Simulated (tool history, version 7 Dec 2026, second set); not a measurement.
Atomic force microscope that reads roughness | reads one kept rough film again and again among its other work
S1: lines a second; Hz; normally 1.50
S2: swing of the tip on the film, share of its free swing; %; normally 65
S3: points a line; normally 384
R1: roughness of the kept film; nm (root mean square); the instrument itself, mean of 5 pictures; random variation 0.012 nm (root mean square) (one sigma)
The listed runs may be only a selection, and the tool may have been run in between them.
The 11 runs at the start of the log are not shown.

run 12 hour=559.3 | S1=1.48 S2=56 S3=384 | R1=2.814
-- hour=583.5 new tip fitted
run 13 hour=616.7 | S1=1.48 S2=62 S3=384 | R1=2.788
run 14 hour=673.6 | S1=1.48 S2=62 S3=384 | R1=2.781
run 15 hour=735.2 | S1=1.48 S2=62 S3=384 | R1=2.798
run 16 hour=778.8 | S1=2.59 S2=65 S3=384 | R1=2.666
run 17 hour=820.8 | S1=2.59 S2=65 S3=384 | R1=2.671
run 18 hour=875.2 | S1=2.59 S2=65 S3=384 | R1=2.658
-- hour=896.7 new tip fitted
run 19 hour=908.8 | S1=1.49 S2=72 S3=292 | R1=2.676
run 20 hour=974.3 | S1=3.42 S2=65 S3=389 | R1=2.623
run 21 hour=1034.4 | S1=3.42 S2=65 S3=389 | R1=2.613
run 22 hour=1068.6 | S1=0.94 S2=72 S3=271 | R1=2.729
run 23 hour=1132.7 | S1=0.94 S2=72 S3=271 | R1=2.721
run 24 hour=1187.7 | S1=0.94 S2=68 S3=646 | R1=2.849
-- hour=1211.3 new tip fitted
run 25 hour=1227.2 | S1=1.07 S2=65 S3=946 | R1=2.863
run 26 hour=1284.8 | S1=1.18 S2=69 S3=384 | R1=2.795
run 27 hour=1332.6 | S1=1.18 S2=69 S3=384 | R1=2.791
run 28 hour=1371.7 | S1=1.43 S2=65 S3=384 | R1=2.780
run 29 hour=1437.3 | S1=1.50 S2=81 S3=384 | R1=2.602
run 30 hour=1488.9 | S1=1.50 S2=81 S3=384 | R1=2.567
-- hour=1527.1 new tip fitted
run 31 hour=1527.1 | S1=2.78 S2=87 S3=556 | R1=2.285
run 32 hour=1556.3 | S1=1.50 S2=59 S3=292 | R1=2.806
run 33 hour=1593.1 | S1=0.99 S2=59 S3=742 | R1=2.868
run 34 hour=1629.5 | S1=1.50 S2=59 S3=384 | R1=2.826

Alternative continuations, all from the tool just after run 34; predict every row:
run A hour=1659.3 | S1=0.54 S2=65 S3=384 | R1=?
run B hour=1659.3 | S1=1.50 S2=78 S3=344 | R1=?
run C hour=1659.3 | S1=1.50 S2=65 S3=327 | R1=?

run=A R1=2.839
run=B R1=2.635
run=C R1=2.757
Take away the tool's hidden state, keep each run's random variation, and the runs would have read:
run=A R1=2.846
run=B R1=2.641
run=C R1=2.763

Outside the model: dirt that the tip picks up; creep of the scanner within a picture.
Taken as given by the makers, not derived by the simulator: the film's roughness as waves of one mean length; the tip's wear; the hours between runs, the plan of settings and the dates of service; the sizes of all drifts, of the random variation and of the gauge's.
